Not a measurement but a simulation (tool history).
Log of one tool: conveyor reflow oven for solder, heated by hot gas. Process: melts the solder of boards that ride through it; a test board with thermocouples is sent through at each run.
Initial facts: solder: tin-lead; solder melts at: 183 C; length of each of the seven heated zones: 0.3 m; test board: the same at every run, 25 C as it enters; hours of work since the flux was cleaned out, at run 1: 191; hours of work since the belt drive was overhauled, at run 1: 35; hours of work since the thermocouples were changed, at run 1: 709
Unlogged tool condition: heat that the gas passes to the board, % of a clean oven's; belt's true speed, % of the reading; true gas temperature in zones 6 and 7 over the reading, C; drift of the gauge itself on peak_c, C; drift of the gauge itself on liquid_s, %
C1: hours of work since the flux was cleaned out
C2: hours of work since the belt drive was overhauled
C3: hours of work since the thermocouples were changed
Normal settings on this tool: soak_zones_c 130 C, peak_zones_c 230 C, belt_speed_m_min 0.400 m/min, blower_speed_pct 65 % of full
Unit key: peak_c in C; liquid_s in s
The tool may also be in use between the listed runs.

{"run": 1, "hour": 0.0, "soak_zones_c": 130, "peak_zones_c": 230, "belt_speed_m_min": 0.4, "blower_speed_pct": 65, "C1": 191, "C2": 35, "C3": 709, "peak_c": 218.4, "liquid_s": 67.2}
{"hour": 32.0, "done": "flux residue cleaned out of gas plates and filters"}
{"run": 2, "hour": 95.6, "soak_zones_c": 130, "peak_zones_c": 230, "belt_speed_m_min": 0.4, "blower_speed_pct": 65, "C1": 44, "C2": 98, "C3": 772, "peak_c": 220.1, "liquid_s": 67.5}
{"run": 3, "hour": 143.9, "soak_zones_c": 130, "peak_zones_c": 229, "belt_speed_m_min": 0.4, "blower_speed_pct": 65, "C1": 77, "C2": 131, "C3": 805, "peak_c": 219.7, "liquid_s": 66.7}
{"run": 4, "hour": 208.3, "soak_zones_c": 130, "peak_zones_c": 229, "belt_speed_m_min": 0.4, "blower_speed_pct": 76, "C1": 121, "C2": 175, "C3": 849, "peak_c": 219.6, "liquid_s": 69.5}
{"run": 5, "hour": 260.9, "soak_zones_c": 130, "peak_zones_c": 229, "belt_speed_m_min": 0.4, "blower_speed_pct": 76, "C1": 158, "C2": 212, "C3": 886, "peak_c": 220.5, "liquid_s": 69.4}
{"hour": 341.5, "done": "flux residue cleaned out of gas plates and filters"}
{"run": 6, "hour": 348.6, "soak_zones_c": 130, "peak_zones_c": 230, "belt_speed_m_min": 0.4, "blower_speed_pct": 84, "C1": 5, "C2": 269, "C3": 942, "peak_c": 223.1, "liquid_s": 72.4}
{"run": 7, "hour": 430.1, "soak_zones_c": 130, "peak_zones_c": 241, "belt_speed_m_min": 0.4, "blower_speed_pct": 65, "C1": 61, "C2": 325, "C3": 999, "peak_c": 230.5, "liquid_s": 75.5}
{"run": 8, "hour": 503.4, "soak_zones_c": 130, "peak_zones_c": 241, "belt_speed_m_min": 0.4, "blower_speed_pct": 65, "C1": 112, "C2": 375, "C3": 1049, "peak_c": 229.9, "liquid_s": 76.4}
{"run": 9, "hour": 566.1, "soak_zones_c": 130, "peak_zones_c": 241, "belt_speed_m_min": 0.4, "blower_speed_pct": 65, "C1": 155, "C2": 419, "C3": 1092, "peak_c": 229.9, "liquid_s": 76.0}
{"run": 10, "hour": 616.5, "soak_zones_c": 130, "peak_zones_c": 230, "belt_speed_m_min": 0.4, "blower_speed_pct": 65, "C1": 190, "C2": 453, "C3": 1127, "peak_c": 219.7, "liquid_s": 68.9}
{"hour": 653.0, "done": "flux residue cleaned out of gas plates and filters"}
{"run": 11, "hour": 681.9, "soak_zones_c": 130, "peak_zones_c": 230, "belt_speed_m_min": 0.4, "blower_speed_pct": 65, "C1": 20, "C2": 495, "C3": 1169, "peak_c": 220.6, "liquid_s": 70.4}
{"run": 12, "hour": 770.9, "soak_zones_c": 130, "peak_zones_c": 230, "belt_speed_m_min": 0.4, "blower_speed_pct": 65, "C1": 81, "C2": 556, "C3": 1230, "peak_c": 221.3, "liquid_s": 69.4}
{"run": 13, "hour": 862.3, "soak_zones_c": 122, "peak_zones_c": 230, "belt_speed_m_min": 0.4, "blower_speed_pct": 65, "C1": 144, "C2": 619, "C3": 1293, "peak_c": 219.6, "liquid_s": 65.8}
{"run": 14, "hour": 906.7, "soak_zones_c": 130, "peak_zones_c": 230, "belt_speed_m_min": 0.4, "blower_speed_pct": 65, "C1": 175, "C2": 650, "C3": 1324, "peak_c": 219.5, "liquid_s": 70.5}
{"hour": 960.4, "done": "flux residue cleaned out of gas plates and filters"}
{"run": 15, "hour": 993.6, "soak_zones_c": 130, "peak_zones_c": 230, "belt_speed_m_min": 0.4, "blower_speed_pct": 65, "C1": 23, "C2": 706, "C3": 1380, "peak_c": 222.3, "liquid_s": 70.8}
{"hour": 1074.9, "done": "thermocouples of zones 6 and 7 changed"}
{"run": 16, "hour": 1074.9, "soak_zones_c": 140, "peak_zones_c": 243, "belt_speed_m_min": 0.425, "blower_speed_pct": 56, "C1": 78, "C2": 761, "C3": 0, "peak_c": 227.7, "liquid_s": 73.8}
{"run": 17, "hour": 1149.0, "soak_zones_c": 137, "peak_zones_c": 244, "belt_speed_m_min": 0.436, "blower_speed_pct": 53, "C1": 129, "C2": 812, "C3": 51, "peak_c": 225.1, "liquid_s": 68.8}
{"run": 18, "hour": 1209.7, "soak_zones_c": 137, "peak_zones_c": 244, "belt_speed_m_min": 0.436, "blower_speed_pct": 53, "C1": 170, "C2": 854, "C3": 93, "peak_c": 224.2, "liquid_s": 69.5}
{"hour": 1269.8, "done": "flux residue cleaned out of gas plates and filters"}
{"run": 19, "hour": 1282.4, "soak_zones_c": 137, "peak_zones_c": 244, "belt_speed_m_min": 0.436, "blower_speed_pct": 53, "C1": 9, "C2": 900, "C3": 140, "peak_c": 226.5, "liquid_s": 69.8}
{"run": 20, "hour": 1354.4, "soak_zones_c": 137, "peak_zones_c": 244, "belt_speed_m_min": 0.436, "blower_speed_pct": 51, "C1": 58, "C2": 950, "C3": 189, "peak_c": 225.4, "liquid_s": 69.9}
{"run": 21, "hour": 1426.3, "soak_zones_c": 137, "peak_zones_c": 244, "belt_speed_m_min": 0.436, "blower_speed_pct": 52, "C1": 108, "C2": 1000, "C3": 239, "peak_c": 226.0, "liquid_s": 69.2}
{"run": 22, "hour": 1481.0, "soak_zones_c": 137, "peak_zones_c": 229, "belt_speed_m_min": 0.436, "blower_speed_pct": 59, "C1": 145, "C2": 1037, "C3": 276, "peak_c": 214.1, "liquid_s": 60.1}
{"run": 23, "hour": 1549.5, "soak_zones_c": 137, "peak_zones_c": 229, "belt_speed_m_min": 0.436, "blower_speed_pct": 59, "C1": 193, "C2": 1084, "C3": 324, "peak_c": 214.8, "liquid_s": 61.2}
{"hour": 1578.1, "done": "flux residue cleaned out of gas plates and filters"}
{"run": 24, "hour": 1611.4, "soak_zones_c": 124, "peak_zones_c": 230, "belt_speed_m_min": 0.334, "blower_speed_pct": 55, "C1": 23, "C2": 1124, "C3": 363, "peak_c": 220.8, "liquid_s": 83.4}
{"run": 25, "hour": 1699.7, "soak_zones_c": 142, "peak_zones_c": 230, "belt_speed_m_min": 0.426, "blower_speed_pct": 55, "C1": 84, "C2": 1185, "C3": 424, "peak_c": 215.7, "liquid_s": 65.8}
{"run": 26, "hour": 1739.3, "soak_zones_c": 135, "peak_zones_c": 230, "belt_speed_m_min": 0.426, "blower_speed_pct": 55, "C1": 111, "C2": 1212, "C3": 451, "peak_c": 215.1, "liquid_s": 62.6}
{"run": 27, "hour": 1806.1, "soak_zones_c": 122, "peak_zones_c": 230, "belt_speed_m_min": 0.426, "blower_speed_pct": 55, "C1": 157, "C2": 1258, "C3": 497, "peak_c": 213.1, "liquid_s": 54.4}
{"run": 28, "hour": 1877.0, "soak_zones_c": 128, "peak_zones_c": 234, "belt_speed_m_min": 0.426, "blower_speed_pct": 74, "C1": 206, "C2": 1307, "C3": 546, "peak_c": 222.5, "liquid_s": 67.3}
{"hour": 1889.7, "done": "flux residue cleaned out of gas plates and filters"}
{"run": 29, "hour": 1947.3, "soak_zones_c": 135, "peak_zones_c": 244, "belt_speed_m_min": 0.326, "blower_speed_pct": 51, "C1": 40, "C2": 1352, "C3": 591, "peak_c": 237.0, "liquid_s": 102.6}

A few steps of peak_c between consecutive runs. Split each: what settings, incoming material and random variation would produce without the hidden state, and what is left over for the hidden state, along with gauge scatter present in only one of the two compared results (measured, and without hidden state):
Run 15 -> 16: soak_zones_c 130 -> 140, peak_zones_c 230 -> 243, belt_speed_m_min 0.400 -> 0.425, blower_speed_pct 65 -> 56, thermocouples of zones 6 and 7 changed. peak_c +5.4 C: hidden state -4.6, all else +10.0.
Run 21 -> 22: peak_zones_c 244 -> 229, blower_speed_pct 52 -> 59. peak_c -11.9 C: hidden state -0.1, all else -11.8.
Run 28 -> 29: soak_zones_c 128 -> 135, peak_zones_c 234 -> 244, belt_speed_m_min 0.426 -> 0.326, blower_speed_pct 74 -> 51, flux residue cleaned out of gas plates and filters. peak_c +14.5 C: hidden state +1.4, all else +13.1.

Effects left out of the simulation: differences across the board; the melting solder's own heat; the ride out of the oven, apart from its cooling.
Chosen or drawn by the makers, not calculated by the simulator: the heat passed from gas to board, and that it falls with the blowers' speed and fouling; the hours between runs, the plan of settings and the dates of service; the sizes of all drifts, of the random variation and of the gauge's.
